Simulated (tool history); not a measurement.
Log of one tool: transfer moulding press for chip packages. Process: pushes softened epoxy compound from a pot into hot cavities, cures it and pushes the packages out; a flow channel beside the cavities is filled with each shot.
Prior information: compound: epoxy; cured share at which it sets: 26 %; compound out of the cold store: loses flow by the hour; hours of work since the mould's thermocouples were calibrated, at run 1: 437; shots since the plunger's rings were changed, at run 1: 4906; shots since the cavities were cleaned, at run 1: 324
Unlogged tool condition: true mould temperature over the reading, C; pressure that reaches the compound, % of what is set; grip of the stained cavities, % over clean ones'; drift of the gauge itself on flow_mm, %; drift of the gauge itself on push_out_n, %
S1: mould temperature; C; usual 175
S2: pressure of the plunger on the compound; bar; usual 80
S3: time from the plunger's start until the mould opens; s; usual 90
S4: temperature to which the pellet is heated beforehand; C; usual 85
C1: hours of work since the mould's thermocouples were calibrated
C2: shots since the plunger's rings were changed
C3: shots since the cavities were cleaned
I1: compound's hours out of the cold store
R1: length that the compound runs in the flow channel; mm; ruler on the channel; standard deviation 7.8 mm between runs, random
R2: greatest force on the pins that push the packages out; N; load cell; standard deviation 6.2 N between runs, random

Run 1, hour 0: usual settings; C1 437; C2 4906; C3 324; I1 18.9. Result: R1 853 mm, R2 342 N.
Run 2, hour 22.9: usual settings; C1 448; C2 5136; C3 554; I1 9.9. Result: R1 894 mm, R2 359 N.
Run 3, hour 48.9: usual settings but S4 81 C; C1 461; C2 5397; C3 815; I1 34. Result: R1 784 mm, R2 359 N.
At hour 61.4: cavities cleaned with cleaning compound and waxed.
Run 4, hour 67: usual settings; C1 469; C2 5565; C3 57; I1 20. Result: R1 839 mm, R2 449 N.
At hour 76.6: plunger's sealing rings changed.
Run 5, hour 82.9: usual settings; C1 475; C2 64; C3 192; I1 29.7. Result: R1 905 mm, R2 426 N.
Run 6, hour 103.6: usual settings; C1 485; C2 272; C3 400; I1 37.8. Result: R1 857 mm, R2 381 N.
Run 7, hour 127.1: usual settings; C1 496; C2 508; C3 636; I1 11.9. Result: R1 973 mm, R2 405 N.
Run 8, hour 150.3: usual settings; C1 507; C2 741; C3 869; I1 38.6. Result: R1 841 mm, R2 383 N.
At hour 158.5: cavities cleaned with cleaning compound and waxed.
Run 9, hour 174.7: usual settings; C1 518; C2 972; C3 164; I1 29.1. Result: R1 896 mm, R2 311 N.
Run 10, hour 188.3: usual settings; C1 525; C2 1108; C3 300; I1 28.7. Result: R1 880 mm, R2 315 N.
Run 11, hour 210.4: usual settings but S1 168 C, S2 93.7 bar, S3 115 s, S4 81 C; C1 535; C2 1330; C3 522; I1 18.2. Result: R1 1041 mm, R2 348 N.
At hour 220.4: cavities cleaned with cleaning compound and waxed, once more.
Run 12, hour 225.7: usual settings but S1 183 C, S2 89.3 bar, S3 98 s, S4 76 C; C1 542; C2 1470; C3 54; I1 19.8. Result: R1 949 mm, R2 210 N.
Run 13, hour 241.6: usual settings but S1 183 C, S2 89.3 bar, S3 98 s, S4 76 C; C1 550; C2 1629; C3 213; I1 17. Result: R1 948 mm, R2 231 N.
Run 14, hour 265.2: usual settings but S1 183 C, S2 89.3 bar, S3 78 s, S4 90 C; C1 561; C2 1867; C3 451; I1 32.6. Result: R1 863 mm, R2 317 N.
Run 15, hour 281.7: usual settings but S2 92 bar, S3 107 s, S4 87 C; C1 569; C2 2033; C3 617; I1 22.6. Result: R1 964 mm, R2 303 N.
Run 16, hour 307.8: usual settings but S2 74.7 bar, S3 101 s; C1 582; C2 2295; C3 879; I1 32.1. Result: R1 819 mm, R2 320 N.
At hour 313.8: cavities cleaned with cleaning compound and waxed.
Run 17, hour 328.4: usual settings but S2 74.7 bar, S3 101 s; C1 591; C2 2487; C3 146; I1 14. Result: R1 898 mm, R2 258 N.

What would each run have given without the hidden state, its run-to-run variation left as it was?
run    R1   R2
  1   949  238
  2   999  230
  3   881  226
  4   947  236
  5   904  237
  6   859  223
  7   979  242
  8   850  232
  9   910  240
 10   895  223
 11  1063  227
 12   973  190
 13   975  176
 14   892  215
 15   999  200
 16   853  204
 17   939  206
